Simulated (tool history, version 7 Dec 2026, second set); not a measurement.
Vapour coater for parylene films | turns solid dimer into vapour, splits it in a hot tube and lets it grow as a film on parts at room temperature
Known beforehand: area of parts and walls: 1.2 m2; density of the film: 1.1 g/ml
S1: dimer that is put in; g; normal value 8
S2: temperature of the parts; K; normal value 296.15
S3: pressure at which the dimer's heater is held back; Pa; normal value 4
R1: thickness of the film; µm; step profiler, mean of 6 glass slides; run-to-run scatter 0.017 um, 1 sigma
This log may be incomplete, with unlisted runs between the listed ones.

run 1 day=0 | S1=8 S2=296.15 S3=4 | R1=4.31
run 2 day=1 | S1=8 S2=296.15 S3=4 | R1=4.26
run 3 day=1.504 | S1=10 S2=296.15 S3=4 | R1=5.39
run 4 day=2.367 | S1=8 S2=296.15 S3=4 | R1=4.29
run 5 day=3.058 | S1=8 S2=296.15 S3=4 | R1=4.27
run 6 day=4.112 | S1=8 S2=296.15 S3=4 | R1=4.27
run 7 day=4.675 | S1=8 S2=296.15 S3=4 | R1=4.25
run 8 day=5.296 | S1=8 S2=296.15 S3=3.49 | R1=4.27
run 9 day=6.108 | S1=8 S2=298.15 S3=4 | R1=4
run 10 day=6.617 | S1=11 S2=301.15 S3=8.04 | R1=4.88
run 11 day=7.683 | S1=11 S2=301.15 S3=8.6 | R1=4.83
-- day=7.938 trap's valve overhauled
run 12 day=8.783 | S1=8 S2=297.15 S3=6.61 | R1=3.96
run 13 day=9.654 | S1=8 S2=302.15 S3=2.33 | R1=3.66
run 14 day=10.1 | S1=8 S2=302.15 S3=2.33 | R1=3.65
run 15 day=11.167 | S1=6 S2=302.15 S3=5.91 | R1=2.58

4 options for the next run, each taken on its own from the tool as it stands now. Forecast them:
run A day=11.804 | S1=5 S2=302.15 S3=5.91 | R1=?
run B day=11.804 | S1=8 S2=293.15 S3=4 | R1=?
run C day=11.804 | S1=8 S2=296.15 S3=4.65 | R1=?
run D day=11.804 | S1=6 S2=302.15 S3=8.36 | R1=?

run=A R1=2.13
run=B R1=4.51
run=C R1=4.14
run=D R1=2.52
What these runs would have given with no unlogged condition in the tool:
run=A R1=2.26
run=B R1=4.79
run=C R1=4.39
run=D R1=2.67

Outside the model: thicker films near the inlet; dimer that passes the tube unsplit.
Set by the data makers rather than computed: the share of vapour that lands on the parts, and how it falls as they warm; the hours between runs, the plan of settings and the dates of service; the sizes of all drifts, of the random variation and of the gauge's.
